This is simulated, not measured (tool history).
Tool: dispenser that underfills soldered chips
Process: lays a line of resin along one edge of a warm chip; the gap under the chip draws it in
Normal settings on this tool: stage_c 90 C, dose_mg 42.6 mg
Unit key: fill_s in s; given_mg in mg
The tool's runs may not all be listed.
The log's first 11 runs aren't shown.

{"hour": 110.6, "done": "new syringe of resin"}
{"run": 12, "hour": 114.5, "stage_c": 90, "dose_mg": 42.6, "fill_s": 142.4, "given_mg": 41.92}
{"hour": 120.9, "done": "new syringe of resin"}
{"run": 13, "hour": 124.0, "stage_c": 90, "dose_mg": 42.6, "fill_s": 141.4, "given_mg": 41.63}
{"hour": 131.4, "done": "new syringe of resin"}
{"hour": 135.2, "done": "dispensing valve cleaned and set on the balance"}
{"run": 14, "hour": 135.2, "stage_c": 83, "dose_mg": 42.6, "fill_s": 174, "given_mg": 42.58}
{"hour": 142.3, "done": "new syringe of resin"}
{"run": 15, "hour": 145.5, "stage_c": 83, "dose_mg": 42.6, "fill_s": 173.1, "given_mg": 42.48}
{"hour": 152.2, "done": "new syringe of resin"}
{"run": 16, "hour": 154.7, "stage_c": 83, "dose_mg": 42.6, "fill_s": 167, "given_mg": 42.41}
{"hour": 162.7, "done": "new syringe of resin"}
{"run": 17, "hour": 168.1, "stage_c": 90, "dose_mg": 38.6, "fill_s": 153.6, "given_mg": 38.21}
{"hour": 172.8, "done": "new syringe of resin"}
{"run": 18, "hour": 180.6, "stage_c": 83, "dose_mg": 42.6, "fill_s": 212.5, "given_mg": 41.84}
{"hour": 183.1, "done": "new syringe of resin"}
{"run": 19, "hour": 188.4, "stage_c": 92, "dose_mg": 51.5, "fill_s": 141.1, "given_mg": 50.38}
{"hour": 193.2, "done": "new syringe of resin"}
{"run": 20, "hour": 202.6, "stage_c": 82, "dose_mg": 42.2, "fill_s": 234.5, "given_mg": 41.33}
{"hour": 203.6, "done": "new syringe of resin"}
{"run": 21, "hour": 211.5, "stage_c": 82, "dose_mg": 42.2, "fill_s": 219.4, "given_mg": 40.95}
{"hour": 213.6, "done": "new syringe of resin"}
{"run": 22, "hour": 218.3, "stage_c": 90, "dose_mg": 36.8, "fill_s": 153.3, "given_mg": 35.7}
{"hour": 221.9, "done": "dispensing valve cleaned and set on the balance"}
{"hour": 225.0, "done": "new syringe of resin"}
{"run": 23, "hour": 232.4, "stage_c": 90, "dose_mg": 36.8, "fill_s": 165.4, "given_mg": 36.81}
{"hour": 234.8, "done": "new syringe of resin"}
{"run": 24, "hour": 241.5, "stage_c": 103, "dose_mg": 51.9, "fill_s": 105.2, "given_mg": 51.65}
{"hour": 245.2, "done": "new syringe of resin"}
{"run": 25, "hour": 253.2, "stage_c": 83, "dose_mg": 36.8, "fill_s": 216.2, "given_mg": 36.49}
{"hour": 255.6, "done": "new syringe of resin"}
{"hour": 265.7, "done": "new syringe of resin"}
{"run": 26, "hour": 265.7, "stage_c": 90, "dose_mg": 49.4, "fill_s": 118.7, "given_mg": 48.78}
{"hour": 275.7, "done": "new syringe of resin"}
{"run": 27, "hour": 276.4, "stage_c": 92, "dose_mg": 42.6, "fill_s": 117, "given_mg": 42.08}
{"hour": 285.9, "done": "new syringe of resin"}
{"run": 28, "hour": 289.0, "stage_c": 81, "dose_mg": 39.8, "fill_s": 190.5, "given_mg": 39.15}
{"hour": 296.0, "done": "new syringe of resin"}
{"run": 29, "hour": 297.9, "stage_c": 81, "dose_mg": 39.8, "fill_s": 173.7, "given_mg": 38.93}
{"hour": 305.8, "done": "new syringe of resin"}
{"hour": 307.9, "done": "dispensing valve cleaned and set on the balance"}
{"run": 30, "hour": 309.8, "stage_c": 103, "dose_mg": 39.9, "fill_s": 94.6, "given_mg": 39.86}
{"run": 31, "hour": 315.7, "stage_c": 103, "dose_mg": 39.9, "fill_s": 118.7, "given_mg": 39.68}
{"hour": 317.1, "done": "new syringe of resin"}
{"run": 32, "hour": 323.6, "stage_c": 78, "dose_mg": 38.4, "fill_s": 232.3, "given_mg": 37.97}
{"hour": 327.1, "done": "new syringe of resin"}
{"run": 33, "hour": 331.6, "stage_c": 104, "dose_mg": 47.6, "fill_s": 92.4, "given_mg": 47.18}
{"hour": 337.2, "done": "new syringe of resin"}
{"run": 34, "hour": 344.9, "stage_c": 99, "dose_mg": 49.2, "fill_s": 126, "given_mg": 48.26}

Predict each of these 4 candidate next runs independently; none follows another, all start after run 34:
{"hour": 347.6, "done": "new syringe of resin"}
{"run": "A", "hour": 354.6, "stage_c": 87, "dose_mg": 44.2, "fill_s": "?", "given_mg": "?"}
{"hour": 347.6, "done": "new syringe of resin"}
{"run": "B", "hour": 354.6, "stage_c": 85, "dose_mg": 54.8, "fill_s": "?", "given_mg": "?"}
{"hour": 347.6, "done": "new syringe of resin"}
{"run": "C", "hour": 354.6, "stage_c": 88, "dose_mg": 46.8, "fill_s": "?", "given_mg": "?"}
{"hour": 347.6, "done": "new syringe of resin"}
{"run": "D", "hour": 354.6, "stage_c": 86, "dose_mg": 37.8, "fill_s": "?", "given_mg": "?"}

run=A fill_s=177 given_mg=43.45
run=B fill_s=185.1 given_mg=54.02
run=C fill_s=172.2 given_mg=45.95
run=D fill_s=186.5 given_mg=37.05
Stripped of hidden state, with their random variation kept, the same runs would have yielded:
run=A fill_s=134.8 given_mg=44.2
run=B fill_s=141.1 given_mg=54.96
run=C fill_s=131.1 given_mg=46.74
run=D fill_s=141.5 given_mg=37.7
